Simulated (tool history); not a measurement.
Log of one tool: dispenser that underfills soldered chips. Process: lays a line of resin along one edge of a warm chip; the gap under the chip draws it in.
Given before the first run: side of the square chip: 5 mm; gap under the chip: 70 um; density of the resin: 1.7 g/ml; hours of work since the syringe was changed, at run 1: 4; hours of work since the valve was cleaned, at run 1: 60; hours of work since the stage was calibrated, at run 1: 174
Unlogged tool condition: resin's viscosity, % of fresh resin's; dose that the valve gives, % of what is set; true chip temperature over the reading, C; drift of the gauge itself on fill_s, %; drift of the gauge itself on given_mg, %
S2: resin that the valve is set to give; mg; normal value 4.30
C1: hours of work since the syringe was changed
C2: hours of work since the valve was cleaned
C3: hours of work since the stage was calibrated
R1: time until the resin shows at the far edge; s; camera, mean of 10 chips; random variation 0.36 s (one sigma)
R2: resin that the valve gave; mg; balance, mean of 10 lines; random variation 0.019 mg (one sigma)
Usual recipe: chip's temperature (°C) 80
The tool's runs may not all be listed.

run 1 hour=0.0 | chip's_temperature_(°C)=80 S2=4.30 | C1=4 C2=60 C3=174 | R1=28.1 R2=4.09
-- hour=5.3 new syringe of resin
run 2 hour=8.6 | chip's_temperature_(°C)=80 S2=4.30 | C1=2 C2=65 C3=179 | R1=24.0 R2=4.09
-- hour=16.9 new syringe of resin
run 3 hour=19.1 | chip's_temperature_(°C)=80 S2=4.30 | C1=1 C2=71 C3=185 | R1=24.2 R2=4.06
-- hour=28.1 new syringe of resin
run 4 hour=28.9 | chip's_temperature_(°C)=80 S2=4.30 | C1=1 C2=77 C3=191 | R1=21.5 R2=4.02
run 5 hour=34.5 | chip's_temperature_(°C)=80 S2=4.30 | C1=4 C2=80 C3=194 | R1=27.8 R2=4.03
-- hour=39.2 new syringe of resin
run 6 hour=42.2 | chip's_temperature_(°C)=80 S2=4.30 | C1=2 C2=85 C3=199 | R1=23.0 R2=4.03
run 7 hour=47.8 | chip's_temperature_(°C)=80 S2=3.93 | C1=5 C2=88 C3=202 | R1=30.9 R2=3.66
-- hour=50.8 new syringe of resin
-- hour=58.3 dispensing valve cleaned and set on the balance
run 8 hour=59.1 | chip's_temperature_(°C)=80 S2=3.93 | C1=5 C2=1 C3=208 | R1=29.1 R2=3.95
-- hour=62.9 new syringe of resin
run 9 hour=70.9 | chip's_temperature_(°C)=74 S2=4.30 | C1=5 C2=8 C3=215 | R1=37.7 R2=4.26
-- hour=74.1 new syringe of resin
run 10 hour=79.5 | chip's_temperature_(°C)=79 S2=4.12 | C1=3 C2=13 C3=221 | R1=27.0 R2=4.09
-- hour=85.5 new syringe of resin
run 11 hour=85.5 | chip's_temperature_(°C)=79 S2=4.22 | C1=0 C2=16 C3=224 | R1=21.9 R2=4.15
run 12 hour=95.0 | chip's_temperature_(°C)=69 S2=4.92 | C1=6 C2=22 C3=230 | R1=50.4 R2=4.83
-- hour=97.1 new syringe of resin
run 13 hour=106.4 | chip's_temperature_(°C)=69 S2=4.92 | C1=6 C2=29 C3=237 | R1=49.0 R2=4.80

Estimate the outcome of run 14 from the log above:
-- hour=108.5 new syringe of resin
run 14 hour=114.0 | chip's_temperature_(°C)=69 S2=4.92 | C1=3 C2=33 C3=241 | R1=? R2=?

{"run 14": {"R1": 42.8, "R2": 4.78}}
Take away the tool's hidden state, keep the run-to-run variation as it was, and the same run would have given R1 31.6 s, R2 4.91 mg.

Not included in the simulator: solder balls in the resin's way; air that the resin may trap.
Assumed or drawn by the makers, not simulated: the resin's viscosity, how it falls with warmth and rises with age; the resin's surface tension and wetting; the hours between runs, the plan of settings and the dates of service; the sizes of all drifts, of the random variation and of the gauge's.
